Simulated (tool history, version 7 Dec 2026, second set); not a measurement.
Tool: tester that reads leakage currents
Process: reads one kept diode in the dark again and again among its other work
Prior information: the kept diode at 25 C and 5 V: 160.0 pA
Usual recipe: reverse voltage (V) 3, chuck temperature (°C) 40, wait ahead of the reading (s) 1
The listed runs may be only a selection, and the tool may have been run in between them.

run     day  reverse voltage (V)  chuck temperature (°C)  wait ahead of the reading (s)  current that the tester gives (pA)
  1       0                    3                      40                              1                              428.23
  2   2.883                    3                      40                              1                              431.15
  3   5.454                    3                      40                              1                              429.87
  4   8.704                    3                      40                              1                              429.87
  5  11.938                    3                      40                              1                              430.93
  6  13.479                    3                      40                           1.04                              432.75
  7  15.179                    3                      40                           1.04                              432.42
  8  17.467                    3                      40                           1.04                              435.49
  9  20.517                    3                      40                              1                              432.88
 10  23.612                  1.3                      40                              1                              325.12
 11  25.608                    3                      40                              1                              434.07
 12  28.833                    3                      36                              1                              327.35
     29.233  -- probe card cleaned and baked
 13  32.054                    3                      36                              1                              328.72
 14  35.017                    3                      44                              1                              581.49
 15  37.438                    3                      40                              1                               438.9
 16  40.408                    3                      40                           4.63                              440.16
 17    42.6                    3                      41                           4.63                              474.48
 18  44.438                    3                      41                           4.63                              473.77
 19  46.462                    3                      41                           4.63                              473.97
     48.133  -- probe card cleaned and baked, once more
 20  49.575                    3                      41                           4.63                              469.68
 21  51.025                    3                      41                           4.63                              471.55
 22  53.938                    3                      33                           4.63                              261.71
 23  55.938                 2.62                      24                           3.67                              124.92
 24  58.712                 4.46                      43                           2.12                              620.06
 25  61.812                 4.46                      47                           5.12                              825.89
 26  64.571                 1.05                      57                           0.41                              992.58
 27  67.379                 1.05                      30                           0.41                              149.02
 28  68.804                    3                      33                           0.44                              266.14
 29  71.075                    3                      33                           0.44                               266.4
 30  73.396                    3                      33                           0.44                              266.55
 31  76.275                 1.07                      40                              1                               315.4
 32  79.042                 1.07                      40                              1                               317.1
 33  82.288                 5.32                      40                           8.71                              538.45
 34   85.15                 5.32                      40                           8.71                               541.1
 35  87.479                 2.06                      40                           0.32                              397.56
 36  88.808                 2.06                      40                           0.32                              395.78
 37  91.904                 2.06                      40                           0.32                              394.44
 38  93.404                 2.06                      40                           0.32                              399.77
 39  94.862                 2.06                      40                           0.32                              397.15
 40  96.854                 2.06                      51                           0.41                              853.96
 41  98.646                 2.06                      51                           0.41                              854.47

Forecast each of these 3 alternatives for the next run:
  A  100.333                    3                      38                           2.36                                   ?
  B  100.333                  1.7                      53                           7.81                                   ?
  C  100.333                 1.41                      40                           3.65                                   ?

run  current that the tester gives (pA)
  A                              394.32
  B                              918.76
  C                              350.32
With no hidden state in the tool, these same runs would have given:
run  current that the tester gives (pA)
  A                              367.92
  B                              865.69
  C                              327.89
